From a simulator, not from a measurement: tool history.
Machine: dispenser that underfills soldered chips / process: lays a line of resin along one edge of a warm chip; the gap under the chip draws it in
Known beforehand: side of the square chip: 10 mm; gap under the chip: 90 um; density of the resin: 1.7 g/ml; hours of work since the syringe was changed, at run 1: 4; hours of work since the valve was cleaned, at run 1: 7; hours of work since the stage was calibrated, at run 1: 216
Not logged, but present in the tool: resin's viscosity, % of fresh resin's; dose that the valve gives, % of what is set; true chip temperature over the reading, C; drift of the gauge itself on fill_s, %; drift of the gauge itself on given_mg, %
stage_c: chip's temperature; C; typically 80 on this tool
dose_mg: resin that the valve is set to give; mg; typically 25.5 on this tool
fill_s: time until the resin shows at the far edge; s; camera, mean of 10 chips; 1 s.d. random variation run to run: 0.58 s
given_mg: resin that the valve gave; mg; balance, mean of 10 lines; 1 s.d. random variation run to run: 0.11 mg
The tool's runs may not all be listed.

| run | hour | stage_c | dose_mg | hours of work since the syringe was changed | hours of work since the valve was cleaned | hours of work since the stage was calibrated | fill_s | given_mg |
|---|---|---|---|---|---|---|---|---|
| 1 | 0.0 | 80 | 25.5 | 4 | 7 | 216 | 64.4 | 25.21 |
| 2 | 5.9 | 80 | 25.5 | 8 | 11 | 220 | 84.1 | 25.12 |
|  | 8.9 | new syringe of resin |
| 3 | 10.6 | 80 | 25.5 | 1 | 14 | 223 | 54.9 | 25.52 |
| 4 | 16.8 | 80 | 25.5 | 5 | 18 | 227 | 71.7 | 25.14 |
| 5 | 20.1 | 80 | 25.5 | 8 | 20 | 229 | 82.1 | 25.00 |
|  | 23.7 | new syringe of resin |
| 6 | 26.0 | 80 | 25.5 | 2 | 24 | 233 | 56.1 | 25.01 |
| 7 | 30.2 | 80 | 25.5 | 4 | 27 | 236 | 67.9 | 24.87 |
| 8 | 34.2 | 87 | 25.5 | 7 | 29 | 239 | 62.0 | 24.96 |
|  | 38.9 | new syringe of resin |
| 9 | 41.4 | 87 | 25.5 | 2 | 34 | 243 | 44.0 | 24.85 |
| 10 | 46.5 | 87 | 25.5 | 5 | 38 | 247 | 54.7 | 24.64 |
| 11 | 51.1 | 87 | 25.5 | 8 | 41 | 250 | 65.8 | 24.74 |
|  | 53.9 | new syringe of resin |
| 12 | 54.7 | 80 | 25.5 | 1 | 43 | 252 | 53.3 | 24.61 |
| 13 | 58.9 | 80 | 30.5 | 3 | 46 | 255 | 64.7 | 29.39 |
| 14 | 64.2 | 80 | 30.5 | 7 | 50 | 259 | 79.3 | 29.31 |
|  | 68.7 | new syringe of resin |
| 15 | 69.6 | 80 | 30.5 | 1 | 53 | 262 | 53.9 | 29.25 |
| 16 | 77.4 | 80 | 25.5 | 6 | 58 | 268 | 75.4 | 24.17 |
| 17 | 82.0 | 80 | 25.5 | 9 | 62 | 271 | 91.3 | 24.29 |
|  | 83.7 | new syringe of resin |
| 18 | 86.4 | 80 | 25.5 | 2 | 64 | 273 | 56.8 | 24.02 |
| 19 | 93.2 | 66 | 31.0 | 6 | 69 | 278 | 131.0 | 29.13 |
|  | 98.7 | new syringe of resin |
| 20 | 101.4 | 66 | 31.0 | 2 | 74 | 284 | 97.9 | 28.79 |
| 21 | 109.0 | 66 | 26.1 | 7 | 80 | 289 | 134.4 | 24.22 |
| 22 | 113.1 | 84 | 24.6 | 10 | 82 | 291 | 83.3 | 22.71 |
|  | 113.9 | new syringe of resin |
| 23 | 117.1 | 84 | 24.6 | 2 | 85 | 294 | 53.1 | 22.86 |
| 24 | 121.9 | 78 | 33.0 | 5 | 88 | 297 | 78.3 | 30.72 |
| 25 | 128.0 | 88 | 27.0 | 10 | 92 | 301 | 72.0 | 24.55 |
|  | 128.9 | new syringe of resin |
| 26 | 132.3 | 72 | 25.1 | 2 | 95 | 304 | 80.2 | 22.95 |
| 27 | 138.4 | 81 | 32.9 | 7 | 99 | 308 | 73.0 | 29.80 |
|  | 143.7 | new syringe of resin |
|  | 145.4 | dispensing valve cleaned and set on the balance |
| 28 | 146.5 | 67 | 22.7 | 1 | 1 | 313 | 92.4 | 22.54 |
| 29 | 149.8 | 67 | 22.5 | 3 | 3 | 315 | 105.9 | 22.40 |
| 30 | 155.3 | 66 | 22.5 | 7 | 7 | 319 | 139.9 | 22.26 |
|  | 159.5 | new syringe of resin |
| 31 | 162.8 | 66 | 22.5 | 2 | 12 | 324 | 102.0 | 22.40 |
| 32 | 168.2 | 95 | 23.9 | 6 | 15 | 328 | 44.1 | 23.79 |
|  | 174.5 | new syringe of resin |
| 33 | 174.7 | 70 | 32.5 | 0 | 20 | 332 | 76.1 | 31.87 |
| 34 | 181.2 | 85 | 28.3 | 5 | 24 | 336 | 56.9 | 27.62 |
| 35 | 188.2 | 85 | 28.3 | 9 | 29 | 341 | 77.1 | 27.52 |

Alternative continuations, all from the tool just after run 35; predict every row:
|  | 189.8 | new syringe of resin |
| A | 191.9 | 93 | 29.0 | 1 | 31 | 343 | ? | ? |
|  | 189.8 | new syringe of resin |
| B | 191.9 | 82 | 26.3 | 1 | 31 | 343 | ? | ? |
|  | 189.8 | new syringe of resin |
| C | 191.9 | 74 | 25.5 | 1 | 31 | 343 | ? | ? |
|  | 189.8 | new syringe of resin |
| D | 191.9 | 72 | 31.9 | 1 | 31 | 343 | ? | ? |

| run | fill_s | given_mg |
|---|---|---|
| A | 34.7 | 28.13 |
| B | 52.2 | 25.78 |
| C | 71.3 | 24.54 |
| D | 75.1 | 31.09 |
Had the tool no hidden state, the same runs would have come out as:
| run | fill_s | given_mg |
|---|---|---|
| A | 30.6 | 28.99 |
| B | 45.9 | 26.56 |
| C | 62.5 | 25.29 |
| D | 65.8 | 32.04 |
